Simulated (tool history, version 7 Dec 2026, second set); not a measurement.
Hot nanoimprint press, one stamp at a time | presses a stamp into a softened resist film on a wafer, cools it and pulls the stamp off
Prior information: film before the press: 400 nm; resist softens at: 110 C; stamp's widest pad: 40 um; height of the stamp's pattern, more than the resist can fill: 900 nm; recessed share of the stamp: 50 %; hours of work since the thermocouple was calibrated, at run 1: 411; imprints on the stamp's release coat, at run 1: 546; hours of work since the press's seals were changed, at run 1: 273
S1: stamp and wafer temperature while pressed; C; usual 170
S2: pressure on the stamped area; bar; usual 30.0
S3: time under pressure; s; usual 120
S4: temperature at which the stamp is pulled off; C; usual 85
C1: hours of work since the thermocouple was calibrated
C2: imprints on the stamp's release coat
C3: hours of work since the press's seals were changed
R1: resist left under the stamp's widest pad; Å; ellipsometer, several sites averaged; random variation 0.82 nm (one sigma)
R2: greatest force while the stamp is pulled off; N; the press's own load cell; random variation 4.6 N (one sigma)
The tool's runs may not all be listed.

run	hour	S1	S2	S3	S4	C1	C2	C3	R1	R2
1	0.0	170	30.0	120	85	411	546	273	2046	244
2	7.2	170	30.0	120	85	416	581	278	2044	244
3	12.9	170	30.0	120	85	419	608	281	2010	253
4	22.7	170	30.0	120	85	425	655	288	2030	252
5	31.2	179	30.0	120	85	431	695	293	1323	250
6	36.6	179	30.0	120	85	434	722	296	1314	255
7	47.3	159	30.0	120	85	441	773	303	3175	259
# hour 56.3: stamp cleaned and given a new release coat
8	61.9	159	30.0	120	85	446	27	308	3189	220
9	67.6	159	30.0	120	85	450	54	312	3149	220
# hour 75.3: plate thermocouple calibrated
10	75.8	170	30.0	120	92	0	79	315	1999	187
11	86.5	170	30.0	120	85	7	130	322	2007	224
12	91.7	170	30.0	120	85	10	155	325	2008	228
13	98.9	170	30.0	120	85	15	190	330	1976	231
14	110.6	170	30.0	120	85	22	246	337	1990	225
15	119.9	170	30.0	120	85	28	290	343	2013	234
16	126.4	170	30.0	120	85	32	321	347	1991	231
17	132.8	163	30.0	237	85	36	352	351	2238	234
18	143.4	161	30.0	163	93	43	403	358	2730	183
# hour 150.0: plate thermocouple calibrated, once more
19	156.7	161	30.0	163	93	4	452	364	2854	195
20	167.4	161	30.0	163	93	11	503	371	2839	193
21	175.0	161	22.4	144	93	16	540	376	3152	194
22	183.7	164	22.4	144	87	21	581	381	2858	244
23	190.1	171	40.3	99	87	25	612	385	1884	236
24	198.8	171	40.3	99	87	31	654	391	1887	249
25	210.5	171	40.3	99	87	38	710	398	1884	252
26	216.4	170	25.0	120	77	42	738	402	2272	319
27	221.6	180	28.0	120	75	45	763	405	1344	337
# hour 232.5: stamp cleaned and given a new release coat
28	235.8	178	30.0	89	83	50	15	410	1602	242
29	248.2	176	30.0	89	83	58	74	418	1761	235

Each row is a separate what-if for the run after 29, all from the same tool condition, not one after another. Results?
A	255.7	170	26.0	120	85	63	110	422	?	?
B	255.7	170	20.7	120	85	63	110	422	?	?
C	255.7	166	18.9	120	77	63	110	422	?	?

run	R1	R2
A	2227	227
B	2406	236
C	2907	268
Take away the tool's hidden state, keep each run's random variation, and the runs would have read:
run	R1	R2
A	2211	221
B	2395	231
C	2898	262

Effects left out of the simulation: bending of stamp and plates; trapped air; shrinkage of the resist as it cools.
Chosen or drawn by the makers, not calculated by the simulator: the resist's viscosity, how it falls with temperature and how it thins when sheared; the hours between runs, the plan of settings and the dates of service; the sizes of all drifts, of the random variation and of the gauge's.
